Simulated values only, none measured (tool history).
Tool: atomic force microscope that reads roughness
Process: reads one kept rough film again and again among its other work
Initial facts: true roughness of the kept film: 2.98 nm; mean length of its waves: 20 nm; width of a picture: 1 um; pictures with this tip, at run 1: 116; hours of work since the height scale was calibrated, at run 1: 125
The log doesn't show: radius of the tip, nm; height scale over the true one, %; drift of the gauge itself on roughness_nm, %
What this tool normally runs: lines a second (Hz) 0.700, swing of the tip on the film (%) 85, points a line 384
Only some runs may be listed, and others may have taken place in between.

run,hour,lines a second (Hz),swing of the tip on the film (%),points a line,pictures with this tip,hours of work since the height scale was calibrated,roughness of the kept film (nm (root mean square))
1,0.0,0.700,85,384,116,125,1.544
# hour 65.3: new tip fitted
2,66.1,0.700,85,384,1,160,2.151
3,133.2,0.700,85,384,80,196,1.683
4,194.5,0.700,85,384,153,228,1.475
# hour 225.6: new tip fitted
5,260.5,3.503,85,384,41,263,1.620
# hour 265.8: height scale calibrated on a step standard
6,311.7,3.503,85,384,101,24,1.387
7,359.2,0.976,85,384,157,50,1.398
# hour 392.1: new tip fitted
8,416.4,0.976,76,384,29,80,1.936
9,453.2,0.915,80,957,72,99,1.749
10,519.6,0.795,85,384,151,134,1.430
# hour 552.4: new tip fitted
11,569.8,0.700,81,384,20,161,2.052

Hidden state or all else? Some run-to-run changes of roughness of the kept film (nm (root mean square)), split into what the settings, what came in and random variation would give without the hidden state, and what is left for the hidden state (with any gauge scatter that isn't in both results):
Run 1 -> 2: new tip fitted. roughness of the kept film (nm (root mean square)) +0.607: hidden state +0.618, all else -0.011.
Run 10 -> 11: lines a second (Hz) 0.795 -> 0.700, swing of the tip on the film (%) 85 -> 81, new tip fitted. roughness of the kept film (nm (root mean square)) +0.622: hidden state +0.598, all else +0.024.

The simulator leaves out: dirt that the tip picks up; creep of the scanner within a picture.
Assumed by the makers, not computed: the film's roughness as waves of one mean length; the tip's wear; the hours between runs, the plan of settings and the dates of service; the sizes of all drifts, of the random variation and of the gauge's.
